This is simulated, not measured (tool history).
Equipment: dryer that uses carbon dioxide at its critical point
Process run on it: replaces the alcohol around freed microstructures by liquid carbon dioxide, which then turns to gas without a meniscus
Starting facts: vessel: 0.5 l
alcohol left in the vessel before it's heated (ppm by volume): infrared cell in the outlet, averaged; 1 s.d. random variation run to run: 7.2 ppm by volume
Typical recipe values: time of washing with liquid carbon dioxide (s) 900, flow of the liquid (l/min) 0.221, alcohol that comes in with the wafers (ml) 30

| run | hour | time of washing with liquid carbon dioxide (s) | flow of the liquid (l/min) | alcohol that comes in with the wafers (ml) | alcohol left in the vessel before it's heated (ppm by volume) |
|---|---|---|---|---|---|
| 1 | 0.0 | 900 | 0.221 | 30 | 529 |
| 2 | 25.0 | 900 | 0.221 | 30 | 538 |
| 3 | 41.5 | 900 | 0.221 | 30 | 545 |
| 4 | 62.0 | 900 | 0.221 | 30 | 547 |
| 5 | 81.5 | 900 | 0.221 | 30 | 560 |
| 6 | 102.9 | 900 | 0.221 | 30 | 572 |
| 7 | 127.7 | 900 | 0.221 | 30 | 601 |
| 8 | 154.4 | 720 | 0.322 | 43 | 457 |
| 9 | 180.1 | 1380 | 0.188 | 30 | 216 |
| 10 | 204.3 | 1020 | 0.188 | 26 | 651 |
| 11 | 225.3 | 540 | 0.340 | 46 | 1447 |
| 12 | 247.8 | 600 | 0.340 | 46 | 953 |
| 13 | 261.8 | 900 | 0.181 | 88 | 3996 |

What if the next run were any one of these 4? Each begins from the tool's condition after run 13:
| A | 286.4 | 1260 | 0.256 | 64 | ? |
| B | 286.4 | 600 | 0.181 | 112 | ? |
| C | 286.4 | 900 | 0.221 | 36 | ? |
| D | 286.4 | 720 | 0.264 | 66 | ? |

| run | alcohol left in the vessel before it's heated (ppm by volume) |
|---|---|
| A | 170 |
| B | 18153 |
| C | 830 |
| D | 1839 |
What these runs would have given with no unlogged condition in the tool:
| run | alcohol left in the vessel before it's heated (ppm by volume) |
|---|---|
| A | 33 |
| B | 13049 |
| C | 413 |
| D | 1002 |
